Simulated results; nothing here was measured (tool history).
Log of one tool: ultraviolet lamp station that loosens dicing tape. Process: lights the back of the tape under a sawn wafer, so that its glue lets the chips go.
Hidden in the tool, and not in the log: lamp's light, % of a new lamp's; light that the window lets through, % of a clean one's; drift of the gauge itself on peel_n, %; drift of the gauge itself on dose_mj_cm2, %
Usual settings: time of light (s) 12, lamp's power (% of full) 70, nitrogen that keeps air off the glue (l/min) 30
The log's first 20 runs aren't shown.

run	hour	time of light (s)	lamp's power (% of full)	nitrogen that keeps air off the glue (l/min)	hours of work of the lamp	hours of work since the window was cleaned	force that peels the tape off (N)	light that reached the tape (mJ/cm²)
21	908.0	13	70	30	788	362	0.854	230
22	960.9	12	70	30	817	390	1.110	210
23	995.5	9	82	40	836	409	1.124	189
24	1026.1	10	77	38	852	425	1.089	194
25	1083.7	13	82	38	883	457	0.501	270
26	1122.8	23	70	30	904	478	0.244	405
27	1154.5	12	85	13	922	495	1.444	257
# hour 1175.0: lamp changed
28	1191.3	7	70	50	9	514	2.006	127
29	1238.7	23	88	58	34	540	0.149	515
30	1270.9	23	97	30	52	557	0.161	555
31	1324.8	21	97	30	81	586	0.176	510
32	1353.9	21	97	30	97	602	0.172	516
33	1381.2	12	67	38	112	617	0.991	203
34	1442.2	10	75	50	145	650	0.897	187
# hour 1477.7: window cleaned of glue's vapour
35	1493.3	10	75	50	172	8	0.917	187
36	1555.1	10	82	48	205	42	0.751	207
37	1620.5	10	82	48	241	77	0.783	207
38	1654.1	14	85	48	259	95	0.312	297
39	1692.0	14	85	48	280	116	0.310	307
40	1750.4	18	89	30	311	148	0.239	404
41	1814.2	7	91	14	346	182	2.918	162
42	1853.6	7	91	14	367	203	2.864	160
43	1907.1	10	97	27	396	232	0.871	241

Forecast each of these 4 alternatives for the next run:
A	1953.4	9	85	12	421	257	?	?
B	1953.4	7	97	27	421	257	?	?
C	1953.4	10	70	30	421	257	?	?
D	1953.4	6	70	55	421	257	?	?

run	force that peels the tape off (N)	light that reached the tape (mJ/cm²)
A	2.545	196
B	1.780	172
C	1.493	178
D	2.519	108
Without the tool's hidden state the same runs would have given:
run	force that peels the tape off (N)	light that reached the tape (mJ/cm²)
A	2.537	196
B	1.773	173
C	1.487	179
D	2.511	108
